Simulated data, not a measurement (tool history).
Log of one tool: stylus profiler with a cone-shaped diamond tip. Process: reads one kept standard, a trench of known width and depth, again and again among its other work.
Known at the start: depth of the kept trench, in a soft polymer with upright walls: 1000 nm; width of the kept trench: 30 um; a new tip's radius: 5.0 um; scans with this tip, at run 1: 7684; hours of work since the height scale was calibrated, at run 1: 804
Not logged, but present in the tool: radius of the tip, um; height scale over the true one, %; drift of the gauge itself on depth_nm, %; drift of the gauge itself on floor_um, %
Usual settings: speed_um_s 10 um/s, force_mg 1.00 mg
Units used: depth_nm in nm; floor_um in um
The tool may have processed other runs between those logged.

run,day,speed_um_s,force_mg,scans with this tip,hours of work since the height scale was calibrated,depth_nm,floor_um
1,0.000,10,1.00,7684,804,1004.14,23.09
2,2.771,10,1.00,8131,851,1004.28,23.01
3,5.183,10,1.00,8521,891,1004.07,23.02
4,7.338,25,1.00,8869,928,1003.68,22.91
5,9.638,25,0.45,9240,967,1001.31,22.77
6,11.912,10,1.00,9608,1005,1003.61,22.88
7,13.788,10,1.00,9911,1037,1003.86,22.90
8,16.125,10,1.00,10289,1076,1003.16,22.82
9,17.846,10,0.51,10567,1105,1000.41,22.77
10,20.062,10,0.51,10924,1143,1000.54,22.71
11,21.742,10,0.51,11196,1171,1000.30,22.68
12,23.333,10,0.51,11453,1198,1000.19,22.69
13,24.821,10,0.51,11693,1223,1000.31,22.65
14,27.112,10,0.51,12063,1262,999.64,22.63
15,29.488,10,0.51,12447,1302,999.90,22.60
16,32.204,10,0.51,12886,1348,999.63,22.52
17,35.550,10,0.51,13427,1405,999.27,22.52
18,38.721,10,0.51,13939,1458,999.65,22.47
19,40.921,10,1.84,14294,1495,1005.21,22.45
20,43.783,10,0.67,14757,1544,999.64,22.37
21,47.375,10,0.67,15337,1604,999.85,22.30
22,50.938,10,0.84,15912,1665,1000.18,22.28
23,53.321,10,1.00,16298,1705,1001.06,22.25
24,55.829,23,0.96,16703,1747,1000.74,22.13
25,57.671,23,1.67,17000,1778,1003.16,22.10
26,60.358,5,0.67,17434,1824,998.70,22.14
27,63.542,10,2.35,17949,1878,1005.39,22.17
28,66.758,10,1.47,18468,1932,1002.31,22.08
29,70.262,22,0.38,19034,1991,996.72,21.81
30,71.775,10,0.54,19279,2017,997.35,21.96
# day 71.958: height scale calibrated on a step standard
31,73.271,10,0.54,19517,22,994.71,21.96
32,75.862,11,1.00,19936,66,997.18,21.88
33,78.550,2,1.28,20370,111,997.81,21.94
34,80.808,2,1.28,20735,150,997.33,21.91
35,84.025,10,0.49,21254,204,993.29,21.78
36,85.938,3,1.06,21563,236,996.78,21.79
# day 87.325: height scale calibrated on a step standard, once more
37,89.400,40,1.65,22120,35,1009.70,21.62
38,91.083,17,0.66,22392,64,1005.16,21.66
39,94.233,17,0.66,22900,117,1004.88,21.55
40,97.767,16,1.46,23471,177,1008.33,21.58
41,100.279,3,0.90,23877,219,1005.53,21.64
42,101.875,3,0.69,24135,246,1004.51,21.57
43,105.438,3,0.69,24711,306,1004.56,21.57
44,108.438,3,0.78,25195,357,1005.04,21.50
45,111.096,4,0.78,25625,402,1004.52,21.45
46,113.812,21,0.41,26064,448,1002.14,21.28

Consider 3 possible next runs. They are alternatives, not a sequence: every one starts from the tool as it was left by run 46. What does each give?
A,115.788,9,1.00,26382,481,?,?
B,115.788,10,0.37,26382,481,?,?
C,115.788,21,0.43,26382,481,?,?

run,depth_nm,floor_um
A,1005.18,21.43
B,1001.71,21.28
C,1002.04,21.23
With no hidden state in the tool, these same runs would have given:
run,depth_nm,floor_um
A,1006.66,24.01
B,1003.19,23.86
C,1003.52,23.81
